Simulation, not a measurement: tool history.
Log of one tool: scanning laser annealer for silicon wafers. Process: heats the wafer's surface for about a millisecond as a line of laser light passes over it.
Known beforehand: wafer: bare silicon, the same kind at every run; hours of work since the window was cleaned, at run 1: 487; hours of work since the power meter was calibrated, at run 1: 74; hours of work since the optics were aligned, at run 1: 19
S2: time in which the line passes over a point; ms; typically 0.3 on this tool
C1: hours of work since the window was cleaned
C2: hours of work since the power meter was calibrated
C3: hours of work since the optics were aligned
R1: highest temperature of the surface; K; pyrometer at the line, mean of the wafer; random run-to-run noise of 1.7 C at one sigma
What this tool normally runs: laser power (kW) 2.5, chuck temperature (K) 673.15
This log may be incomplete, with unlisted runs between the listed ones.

Run 1, hour 0: usual settings; C1 487; C2 74; C3 19. Result: R1 1497.15 K.
Run 2, hour 33.5: usual settings; C1 505; C2 91; C3 37. Result: R1 1495.15 K.
Run 3, hour 59.6: usual settings but S2 0.314 ms; C1 518; C2 105; C3 50. Result: R1 1518.15 K.
Run 4, hour 76.9: usual settings but S2 0.314 ms; C1 528; C2 114; C3 60. Result: R1 1515.15 K.
Run 5, hour 106.4: usual settings; C1 543; C2 130; C3 75. Result: R1 1494.15 K.
Run 6, hour 134.8: usual settings but laser power (kW) 2.716; C1 558; C2 145; C3 90. Result: R1 1591.15 K.
Run 7, hour 156.5: usual settings but laser power (kW) 2.226, chuck temperature (K) 709.15; C1 569; C2 156; C3 101. Result: R1 1410.15 K.
Run 8, hour 180.4: usual settings but laser power (kW) 2.464, chuck temperature (K) 677.15; C1 582; C2 168; C3 114. Result: R1 1480.15 K.
Run 9, hour 210: usual settings but S2 0.243 ms; C1 597; C2 184; C3 129. Result: R1 1398.15 K.
Run 10, hour 226.7: usual settings but laser power (kW) 2.728, S2 0.234 ms, chuck temperature (K) 667.15; C1 606; C2 193; C3 138. Result: R1 1465.15 K.
Run 11, hour 249.2: usual settings but laser power (kW) 2.383, S2 0.308 ms, chuck temperature (K) 693.15; C1 618; C2 204; C3 150. Result: R1 1469.15 K.
Run 12, hour 267.4: usual settings but S2 0.357 ms, chuck temperature (K) 645.15; C1 627; C2 214; C3 159. Result: R1 1542.15 K.

Each row is a separate what-if for the run after 12, all from the same tool condition, not one after another. Results?
Run A, hour 287.2: usual settings but laser power (kW) 2.55; C1 638; C2 224; C3 170. Result: R1 ?.
Run B, hour 287.2: usual settings but laser power (kW) 2.68, chuck temperature (K) 662.15; C1 638; C2 224; C3 170. Result: R1 ?.
Run C, hour 287.2: usual settings but S2 0.307 ms, chuck temperature (K) 645.15; C1 638; C2 224; C3 170. Result: R1 ?.
Run D, hour 287.2: usual settings but laser power (kW) 2.264, S2 0.322 ms, chuck temperature (K) 645.15; C1 638; C2 224; C3 170. Result: R1 ?.

run       R1
  A  1511.15
  B  1555.15
  C  1468.15
  D  1387.15
With the hidden condition removed and each run's random variation left untouched, the same runs would have given:
run       R1
  A  1540.15
  B  1586.15
  C  1497.15
  D  1413.15

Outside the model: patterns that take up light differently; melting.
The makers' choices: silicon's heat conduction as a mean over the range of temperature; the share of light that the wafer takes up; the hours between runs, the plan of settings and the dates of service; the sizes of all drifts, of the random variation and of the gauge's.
